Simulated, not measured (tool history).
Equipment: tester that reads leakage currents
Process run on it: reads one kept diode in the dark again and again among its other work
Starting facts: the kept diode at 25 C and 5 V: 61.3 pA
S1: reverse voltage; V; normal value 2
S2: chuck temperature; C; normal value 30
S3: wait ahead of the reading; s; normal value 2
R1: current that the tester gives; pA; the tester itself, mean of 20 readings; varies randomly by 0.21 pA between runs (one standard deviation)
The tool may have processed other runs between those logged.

run    hour     S1  S2    S3      R1
  1       0      2  30     2   65.15
  2   155.7      2  30   5.1   64.65
  3   297.9      2  30   5.1   64.12
  4   476.4      2  30   5.1   63.61
  5   590.9      2  30   5.1   63.65
      717.5  -- chuck's temperature calibrated
  6   717.5      2  36     2  106.13
      861.2  -- probe card cleaned and baked
  7   902.1      2  36     2  104.59
  8  1021.6      2  36     2  103.62
  9  1101.6      2  36     2  103.14
     1114.7  -- tester calibrated
 10  1232.8      2  30     2   65.27
 11  1370.2      2  40     2  137.01
 12    1544      2  30  2.04   63.76
 13  1645.7      2  30     2   63.62
     1764.4  -- tester calibrated, once more
 14  1814.7      2  30  4.24   64.59
 15  1994.6      2  30  4.24   63.17
 16    2130   6.21  34  4.81  127.65
 17  2296.6   6.21  52  4.81  455.63
 18  2478.3   6.21  52  4.81  456.65
     2622.9  -- chuck's temperature calibrated
 19  2665.2   4.82  45  2.64  281.03
 20  2745.2   8.75  45  6.06  343.26
 21  2845.4      2  51     2  309.99
     2915.9  -- probe card cleaned and baked
 22    3038    1.6  23  0.95   35.72
 23  3139.2   8.97  30  3.66  109.58
 24  3309.2  12.47  29  0.64  120.33
 25  3445.5  12.47  58  5.83  895.63

Forecast run 26:
 26  3609  12.47  58  5.83   ?

{"run 26": {"R1": 890.68}}
Take away the tool's hidden state, keep the run-to-run variation as it was, and the same run would have given R1 927.53 pA.

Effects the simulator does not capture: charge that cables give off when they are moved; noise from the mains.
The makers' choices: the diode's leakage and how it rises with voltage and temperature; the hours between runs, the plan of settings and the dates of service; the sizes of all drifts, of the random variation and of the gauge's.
